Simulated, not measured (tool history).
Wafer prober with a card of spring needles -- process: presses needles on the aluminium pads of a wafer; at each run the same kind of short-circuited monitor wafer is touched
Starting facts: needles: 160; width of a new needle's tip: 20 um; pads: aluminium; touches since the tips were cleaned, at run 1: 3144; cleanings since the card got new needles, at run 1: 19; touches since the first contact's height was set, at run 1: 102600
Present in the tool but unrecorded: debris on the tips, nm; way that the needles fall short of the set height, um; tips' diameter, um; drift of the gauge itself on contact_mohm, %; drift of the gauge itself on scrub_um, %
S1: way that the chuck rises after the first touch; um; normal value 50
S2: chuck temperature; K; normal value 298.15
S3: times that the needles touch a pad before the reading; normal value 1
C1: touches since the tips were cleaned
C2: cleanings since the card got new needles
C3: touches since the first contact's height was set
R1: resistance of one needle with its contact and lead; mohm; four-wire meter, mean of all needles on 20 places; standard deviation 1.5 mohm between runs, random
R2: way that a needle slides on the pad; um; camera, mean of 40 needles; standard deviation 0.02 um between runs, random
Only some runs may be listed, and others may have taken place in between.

run    day  S1      S2  S3    C1  C2      C3   R1    R2
  1      0  50  298.15   1  3144  19  102600  188   5.8
     0.158  -- tips cleaned on abrasive film
  2  0.304  50  298.15   1  1376  20  105445  173  5.77
  3  0.562  50  305.15   1  3809  20  107878  196  5.77
     0.642  -- tips cleaned on abrasive film
  4  0.929  50  298.15   1  2727  21  111293  182  5.83
     1.112  -- tips cleaned on abrasive film
  5    1.3  50  298.15   1  1751  22  114758  177  5.75
     1.588  -- tips cleaned on abrasive film
  6  1.625  50  329.15   1   347  23  117797  165   5.8
  7  1.792  50  329.15   1  1903  23  119353  181  5.72
  8  2.046  50  329.15   1  4336  23  121786  200  5.74
     2.067  -- tips cleaned on abrasive film
  9  2.371  50  329.15   1  2864  24  124802  191  5.74
      2.55  -- tips cleaned on abrasive film
 10   2.55  50  329.15   1     0  25  126459  156  5.73
 11  2.817  50  298.15   2  2497  25  128956  169  5.75
     3.025  -- tips cleaned on abrasive film
 12    3.1  50  298.15   1   707  26  131618  169  5.77
 13  3.375  50  298.15   1  3277  26  134188  194   5.7
     3.508  -- tips cleaned on abrasive film
 14  3.758  50  298.15   2  2370  27  137775  169  5.74
     3.979  -- tips cleaned on abrasive film
 15  4.038  50  298.15   2   563  28  140402  158  5.72
 16  4.275  50  306.15   2  2781  28  142620  172  5.74
     4.467  -- tips cleaned on abrasive film
 17  4.662  50  306.15   2  1851  29  146232  172  5.69
     4.971  -- tips cleaned on abrasive film
 18  5.017  50  298.15   1   424  30  149534  160  5.69
 19  5.242  55  334.15   1  2551  30  151661  185  6.25
     5.462  -- tips cleaned on abrasive film
 20  5.492  55  334.15   1   271  31  153995  161  6.26
 21  5.708  55  334.15   1  2309  31  156033  181   6.3
     5.938  -- tips cleaned on abrasive film
 22  5.938  55  334.15   1     0  32  158157  158  6.28
     6.292  -- height of the first contact set anew
 23    6.3  55  334.15   1  3313  32      53  183  6.59
     6.429  -- tips cleaned on abrasive film
 24  6.517  55  334.15   1   838  33    2088  162  6.61
 25  6.758  55  334.15   1  3117  33    4367  186  6.61
     6.908  -- tips cleaned on abrasive film
 26  7.062  61  334.15   1  1439  34    7188  167  7.34
 27  7.233  47  361.15   2  3038  34    8787  183  5.61
     7.396  -- tips cleaned on abrasive film
 28  7.446  47  361.15   2   497  35   10784  167  5.59
 29  7.712  69  351.15   1  3001  35   13288  175  8.26
     7.879  -- tips cleaned on abrasive film
 30  8.075  69  351.15   1  1822  36   16661  168  8.27
     8.375  -- tips cleaned on abrasive film
 31  8.383  52  298.15   1    59  37   19532  154  6.18
 32  8.625  52  298.15   1  2359  37   21832  180  6.16
 33    8.8  57  390.15   1  3993  37   23466  196  6.76
     8.862  -- tips cleaned on abrasive film
 34  9.125  57  390.15   1  2488  38   26505  188  6.78
     9.338  -- tips cleaned on abrasive film
 35  9.438  60  298.15   1   972  39   29442  162  7.15

How the hidden state differs across the entries between the runs, from the last listed run before each to the first after it:
Between runs 1 and 2: tips cleaned on abrasive film (day 0.158)
  debris on the tips, nm: 62.2 -> 40.6; way that the needles fall short of the set height, um: 1.59 -> 1.7; tips' diameter, um: 20.56 -> 20.6
  measured less the result without the state, R1: +41 -> +27 mohm; R2: -0.19 -> -0.2 um
Between runs 3 and 4: tips cleaned on abrasive film (day 0.642)
  debris on the tips, nm: 71.7 -> 58.7; way that the needles fall short of the set height, um: 1.7 -> 1.77; tips' diameter, um: 20.6 -> 20.62
  measured less the result without the state, R1: +47 -> +38 mohm; R2: -0.21 -> -0.21 um
Between runs 4 and 5: tips cleaned on abrasive film (day 1.112)
  debris on the tips, nm: 58.7 -> 41.5; way that the needles fall short of the set height, um: 1.77 -> 1.88; tips' diameter, um: 20.62 -> 20.66
  measured less the result without the state, R1: +38 -> +29 mohm; R2: -0.21 -> -0.22 um
Between runs 5 and 6: tips cleaned on abrasive film (day 1.588)
  debris on the tips, nm: 41.5 -> 14.5; way that the needles fall short of the set height, um: 1.88 -> 1.96; tips' diameter, um: 20.66 -> 20.69
  measured less the result without the state, R1: +29 -> +11 mohm; R2: -0.22 -> -0.23 um
Between runs 8 and 9: tips cleaned on abrasive film (day 2.067)
  debris on the tips, nm: 73.2 -> 57.8; way that the needles fall short of the set height, um: 1.96 -> 2.08; tips' diameter, um: 20.69 -> 20.73
  measured less the result without the state, R1: +47 -> +38 mohm; R2: -0.24 -> -0.25 um
Between runs 9 and 10: tips cleaned on abrasive film (day 2.55)
  debris on the tips, nm: 57.8 -> 7; way that the needles fall short of the set height, um: 2.08 -> 2.16; tips' diameter, um: 20.73 -> 20.76
  measured less the result without the state, R1: +38 -> +6 mohm; R2: -0.25 -> -0.26 um
Between runs 11 and 12: tips cleaned on abrasive film (day 3.025)
  debris on the tips, nm: 55.4 -> 27.6; way that the needles fall short of the set height, um: 2.16 -> 2.25; tips' diameter, um: 20.76 -> 20.79
  measured less the result without the state, R1: +23 -> +20 mohm; R2: -0.25 -> -0.27 um
Between runs 13 and 14: tips cleaned on abrasive film (day 3.508)
  debris on the tips, nm: 64.9 -> 50.6; way that the needles fall short of the set height, um: 2.25 -> 2.36; tips' diameter, um: 20.79 -> 20.82
  measured less the result without the state, R1: +45 -> +22 mohm; R2: -0.27 -> -0.28 um
Between runs 14 and 15: tips cleaned on abrasive film (day 3.979)
  debris on the tips, nm: 50.6 -> 22.2; way that the needles fall short of the set height, um: 2.36 -> 2.46; tips' diameter, um: 20.82 -> 20.86
  measured less the result without the state, R1: +22 -> +10 mohm; R2: -0.28 -> -0.29 um
Between runs 16 and 17: tips cleaned on abrasive film (day 4.467)
  debris on the tips, nm: 58.5 -> 47.4; way that the needles fall short of the set height, um: 2.46 -> 2.55; tips' diameter, um: 20.86 -> 20.89
  measured less the result without the state, R1: +26 -> +21 mohm; R2: -0.29 -> -0.3 um
Between runs 17 and 18: tips cleaned on abrasive film (day 4.971)
  debris on the tips, nm: 47.4 -> 18.7; way that the needles fall short of the set height, um: 2.55 -> 2.61; tips' diameter, um: 20.89 -> 20.91
  measured less the result without the state, R1: +21 -> +14 mohm; R2: -0.3 -> -0.31 um
Between runs 19 and 20: tips cleaned on abrasive film (day 5.462)
  debris on the tips, nm: 57.1 -> 13.9; way that the needles fall short of the set height, um: 2.61 -> 2.69; tips' diameter, um: 20.91 -> 20.94
  measured less the result without the state, R1: +32 -> +9 mohm; R2: -0.32 -> -0.33 um
Between runs 21 and 22: tips cleaned on abrasive film (day 5.938)
  debris on the tips, nm: 52.9 -> 8.1; way that the needles fall short of the set height, um: 2.69 -> 2.79; tips' diameter, um: 20.94 -> 20.98
  measured less the result without the state, R1: +30 -> +6 mohm; R2: -0.32 -> -0.34 um
Between runs 22 and 23: height of the first contact set anew (day 6.292)
  debris on the tips, nm: 8.1 -> 64.7; way that the needles fall short of the set height, um: 2.79 -> 0
  measured less the result without the state, R1: +6 -> +32 mohm; R2: -0.34 -> +0 um
Between runs 23 and 24: tips cleaned on abrasive film (day 6.429)
  debris on the tips, nm: 64.7 -> 25.2; way that the needles fall short of the set height, um: 0 -> 0.1; tips' diameter, um: 20.98 -> 21.01
  measured less the result without the state, R1: +32 -> +13 mohm; R2: +0 -> -0.01 um
Between runs 25 and 26: tips cleaned on abrasive film (day 6.908)
  debris on the tips, nm: 61.8 -> 35.5; way that the needles fall short of the set height, um: 0.1 -> 0.19; tips' diameter, um: 21.01 -> 21.04
  measured less the result without the state, R1: +32 -> +15 mohm; R2: -0.02 -> -0.02 um
Between runs 27 and 28: tips cleaned on abrasive film (day 7.396)
  debris on the tips, nm: 60.6 -> 16.3; way that the needles fall short of the set height, um: 0.19 -> 0.26; tips' diameter, um: 21.04 -> 21.07
  measured less the result without the state, R1: +24 -> +7 mohm; R2: -0.02 -> -0.03 um
Between runs 29 and 30: tips cleaned on abrasive film (day 7.879)
  debris on the tips, nm: 59.3 -> 45.7; way that the needles fall short of the set height, um: 0.26 -> 0.32; tips' diameter, um: 21.07 -> 21.09
  measured less the result without the state, R1: +20 -> +15 mohm; R2: -0.03 -> -0.03 um
Between runs 30 and 31: tips cleaned on abrasive film (day 8.375)
  debris on the tips, nm: 45.7 -> 10.3; way that the needles fall short of the set height, um: 0.32 -> 0.42; tips' diameter, um: 21.09 -> 21.12
  measured less the result without the state, R1: +15 -> +8 mohm; R2: -0.03 -> -0.05 um
Between runs 33 and 34: tips cleaned on abrasive film (day 8.862)
  debris on the tips, nm: 73.1 -> 57.9; way that the needles fall short of the set height, um: 0.42 -> 0.52; tips' diameter, um: 21.12 -> 21.16
  measured less the result without the state, R1: +33 -> +26 mohm; R2: -0.05 -> -0.06 um
Between runs 34 and 35: tips cleaned on abrasive film (day 9.338)
  debris on the tips, nm: 57.9 -> 30.6; way that the needles fall short of the set height, um: 0.52 -> 0.6; tips' diameter, um: 21.16 -> 21.18
  measured less the result without the state, R1: +26 -> +15 mohm; R2: -0.06 -> -0.07 um
